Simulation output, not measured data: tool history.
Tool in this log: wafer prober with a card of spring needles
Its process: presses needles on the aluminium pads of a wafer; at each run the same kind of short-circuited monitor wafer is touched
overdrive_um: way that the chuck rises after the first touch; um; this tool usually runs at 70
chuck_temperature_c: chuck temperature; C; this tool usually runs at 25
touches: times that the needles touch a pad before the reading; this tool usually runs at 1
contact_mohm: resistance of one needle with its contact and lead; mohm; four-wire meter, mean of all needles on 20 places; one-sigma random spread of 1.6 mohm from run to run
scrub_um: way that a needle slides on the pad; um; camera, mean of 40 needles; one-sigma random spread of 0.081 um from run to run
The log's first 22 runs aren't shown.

run,day,overdrive_um,chuck_temperature_c,touches,contact_mohm,scrub_um
23,9.262,71,29,1,184,10.73
24,9.538,71,29,1,192,10.75
25,9.858,89,68,2,191,13.86
# day 10.008: tips cleaned on abrasive film
26,10.421,89,68,2,181,13.74
27,10.733,59,25,1,212,8.93
# day 11.012: tips cleaned on abrasive film
28,11.092,70,95,2,179,10.91
29,11.529,76,39,1,195,11.49
# day 12.008: tips cleaned on abrasive film
30,12.075,65,25,1,169,9.76
31,12.446,65,25,1,193,9.80
# day 12.996: tips cleaned on abrasive film
32,12.996,65,79,2,173,9.90
33,13.258,89,58,1,189,13.66

3 ways to go on from here, each from the tool as it stands after run 33. What would each give?
A,13.654,50,25,2,?,?
B,13.654,69,58,2,?,?
C,13.654,89,58,3,?,?

run,contact_mohm,scrub_um
A,199,7.46
B,190,10.51
C,180,13.66
What these runs would have given with no unlogged condition in the tool:
run,contact_mohm,scrub_um
A,163,7.76
B,169,10.81
C,169,13.96
